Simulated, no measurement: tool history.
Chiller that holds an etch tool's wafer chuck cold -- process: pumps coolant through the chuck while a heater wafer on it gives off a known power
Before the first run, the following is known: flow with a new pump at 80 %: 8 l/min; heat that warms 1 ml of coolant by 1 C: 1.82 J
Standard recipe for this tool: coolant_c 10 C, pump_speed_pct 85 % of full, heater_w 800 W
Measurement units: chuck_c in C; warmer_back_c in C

Run 1, hour 0.0: usual settings. Result: chuck_c 18.4 C, warmer_back_c 3.16 C.
Run 2, hour 18.3: usual settings but pump_speed_pct 88 % of full. Result: chuck_c 18.0 C, warmer_back_c 3.11 C.
Run 3, hour 36.5: usual settings but pump_speed_pct 73 % of full. Result: chuck_c 19.2 C, warmer_back_c 3.84 C.
Run 4, hour 64.4: usual settings but pump_speed_pct 73 % of full. Result: chuck_c 19.2 C, warmer_back_c 3.80 C.
Run 5, hour 78.7: usual settings but pump_speed_pct 73 % of full. Result: chuck_c 19.4 C, warmer_back_c 3.77 C.
Run 6, hour 105.1: usual settings but pump_speed_pct 73 % of full. Result: chuck_c 19.2 C, warmer_back_c 3.86 C.
Run 7, hour 123.1: usual settings but pump_speed_pct 73 % of full. Result: chuck_c 19.3 C, warmer_back_c 3.83 C.
Run 8, hour 145.4: usual settings but coolant_c 3 C, pump_speed_pct 78 % of full, heater_w 438 W. Result: chuck_c 7.7 C, warmer_back_c 1.96 C.
Run 9, hour 176.5: usual settings but heater_w 410 W. Result: chuck_c 14.0 C, warmer_back_c 1.65 C.
Run 10, hour 191.1: usual settings but heater_w 410 W. Result: chuck_c 13.9 C, warmer_back_c 1.64 C.
Run 11, hour 213.6: usual settings but pump_speed_pct 79 % of full, heater_w 594 W. Result: chuck_c 16.3 C, warmer_back_c 2.58 C.

Branching from run 11: 4 alternative next runs. What would each branch give?
Run A, hour 227.5: usual settings but coolant_c 7 C, pump_speed_pct 79 % of full, heater_w 594 W. Result: chuck_c ?, warmer_back_c ?.
Run B, hour 227.5: usual settings but pump_speed_pct 98 % of full, heater_w 472 W. Result: chuck_c ?, warmer_back_c ?.
Run C, hour 227.5: usual settings but coolant_c 8 C, heater_w 590 W. Result: chuck_c ?, warmer_back_c ?.
Run D, hour 227.5: usual settings but pump_speed_pct 99 % of full, heater_w 422 W. Result: chuck_c ?, warmer_back_c ?.

run  chuck_c  warmer_back_c
  A     13.4           2.62
  B     14.2           1.60
  C     13.8           2.42
  D     13.6           1.41
With the hidden condition removed and each run's random variation left untouched, the same runs would have given:
run  chuck_c  warmer_back_c
  A     13.7           2.50
  B     14.6           1.53
  C     14.1           2.31
  D     14.0           1.35
